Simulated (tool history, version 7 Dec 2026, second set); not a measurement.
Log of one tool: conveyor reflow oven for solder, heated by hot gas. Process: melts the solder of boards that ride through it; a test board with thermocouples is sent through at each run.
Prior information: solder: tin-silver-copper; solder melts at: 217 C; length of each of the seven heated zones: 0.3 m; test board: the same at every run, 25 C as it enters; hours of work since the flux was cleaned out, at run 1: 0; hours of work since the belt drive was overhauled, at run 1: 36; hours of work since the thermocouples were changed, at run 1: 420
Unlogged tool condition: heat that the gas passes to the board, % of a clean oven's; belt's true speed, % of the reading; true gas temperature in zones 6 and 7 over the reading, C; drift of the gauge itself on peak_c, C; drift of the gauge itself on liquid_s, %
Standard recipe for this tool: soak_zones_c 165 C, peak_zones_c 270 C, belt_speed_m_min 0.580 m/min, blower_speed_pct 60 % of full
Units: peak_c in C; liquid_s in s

run	hour	soak_zones_c	peak_zones_c	belt_speed_m_min	blower_speed_pct	hours of work since the flux was cleaned out	hours of work since the belt drive was overhauled	hours of work since the thermocouples were changed	peak_c	liquid_s
1	0.0	165	270	0.580	60	0	36	420	246.5	38.7
2	11.5	165	270	0.580	60	8	44	428	246.6	38.9
3	26.8	165	270	0.580	60	19	55	439	246.5	38.8
4	36.0	165	270	0.580	60	25	62	445	246.2	38.5
5	52.2	165	270	0.580	60	37	73	456	246.1	38.4
6	62.6	165	270	0.580	60	44	80	464	246.3	38.3
7	75.3	165	270	0.580	60	53	89	473	246.1	38.4
8	83.9	165	270	0.580	60	59	95	479	245.9	38.1
9	98.1	165	270	0.580	60	69	105	489	245.6	38.6
10	113.6	165	270	0.580	60	80	116	500	246.1	38.5
11	124.7	165	270	0.580	60	88	124	507	245.9	38.0
12	136.3	175	264	0.463	55	96	132	516	248.7	55.5
13	144.8	175	264	0.463	55	102	138	522	248.2	56.5
14	161.6	175	264	0.463	55	114	150	533	248.5	55.4
15	179.3	175	264	0.463	55	126	162	546	248.4	55.9

Run 16, settings as shown, results not yet in. Your forecast:
16	197.3	175	264	0.463	55	139	175	558	?	?

{"run 16": {"peak_c": 248.7, "liquid_s": 55.2}}
Without the tool's hidden state the same run would have given peak_c 249.9 C, liquid_s 56.4 s.
